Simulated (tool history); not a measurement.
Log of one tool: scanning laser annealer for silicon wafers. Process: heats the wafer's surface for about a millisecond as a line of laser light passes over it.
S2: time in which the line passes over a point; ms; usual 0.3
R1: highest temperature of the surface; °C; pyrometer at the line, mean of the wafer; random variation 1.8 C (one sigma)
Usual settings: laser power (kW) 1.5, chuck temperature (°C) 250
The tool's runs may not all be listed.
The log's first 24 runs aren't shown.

{"run": 25, "hour": 1628.6, "laser power (kW)": 1.547, "S2": 0.3, "chuck temperature (°C)": 241, "R1": 973}
{"run": 26, "hour": 1715.7, "laser power (kW)": 1.62, "S2": 0.248, "chuck temperature (°C)": 250, "R1": 934}
{"run": 27, "hour": 1797.8, "laser power (kW)": 1.62, "S2": 0.248, "chuck temperature (°C)": 250, "R1": 935}
{"run": 28, "hour": 1847.3, "laser power (kW)": 1.5, "S2": 0.322, "chuck temperature (°C)": 244, "R1": 978}
{"run": 29, "hour": 1941.3, "laser power (kW)": 1.5, "S2": 0.274, "chuck temperature (°C)": 213, "R1": 883}
{"run": 30, "hour": 1981.0, "laser power (kW)": 1.5, "S2": 0.303, "chuck temperature (°C)": 225, "R1": 930}
{"run": 31, "hour": 2060.1, "laser power (kW)": 1.306, "S2": 0.236, "chuck temperature (°C)": 225, "R1": 759}
{"run": 32, "hour": 2138.4, "laser power (kW)": 1.348, "S2": 0.289, "chuck temperature (°C)": 247, "R1": 867}
{"run": 33, "hour": 2208.5, "laser power (kW)": 1.299, "S2": 0.3, "chuck temperature (°C)": 250, "R1": 857}
{"run": 34, "hour": 2257.6, "laser power (kW)": 1.299, "S2": 0.3, "chuck temperature (°C)": 250, "R1": 858}
{"run": 35, "hour": 2307.3, "laser power (kW)": 1.299, "S2": 0.259, "chuck temperature (°C)": 222, "R1": 779}
{"run": 36, "hour": 2366.1, "laser power (kW)": 1.554, "S2": 0.259, "chuck temperature (°C)": 269, "R1": 934}
{"hour": 2440.9, "done": "window over the wafer cleaned"}
{"run": 37, "hour": 2444.7, "laser power (kW)": 1.554, "S2": 0.259, "chuck temperature (°C)": 269, "R1": 949}
{"run": 38, "hour": 2522.4, "laser power (kW)": 1.554, "S2": 0.259, "chuck temperature (°C)": 269, "R1": 947}
{"run": 39, "hour": 2600.9, "laser power (kW)": 1.537, "S2": 0.364, "chuck temperature (°C)": 288, "R1": 1102}
{"run": 40, "hour": 2680.9, "laser power (kW)": 1.55, "S2": 0.3, "chuck temperature (°C)": 257, "R1": 991}
{"run": 41, "hour": 2730.2, "laser power (kW)": 1.5, "S2": 0.272, "chuck temperature (°C)": 276, "R1": 947}
{"run": 42, "hour": 2780.5, "laser power (kW)": 1.47, "S2": 0.247, "chuck temperature (°C)": 276, "R1": 898}

3 ways to go on from here, each from the tool as it stands after run 42. What would each give?
{"run": "A", "hour": 2824.8, "laser power (kW)": 1.592, "S2": 0.222, "chuck temperature (°C)": 250, "R1": "?"}
{"run": "B", "hour": 2824.8, "laser power (kW)": 1.5, "S2": 0.377, "chuck temperature (°C)": 285, "R1": "?"}
{"run": "C", "hour": 2824.8, "laser power (kW)": 1.278, "S2": 0.273, "chuck temperature (°C)": 282, "R1": "?"}

run=A R1=886
run=B R1=1090
run=C R1=858
Without the tool's hidden state the same runs would have given:
run=A R1=901
run=B R1=1110
run=C R1=872
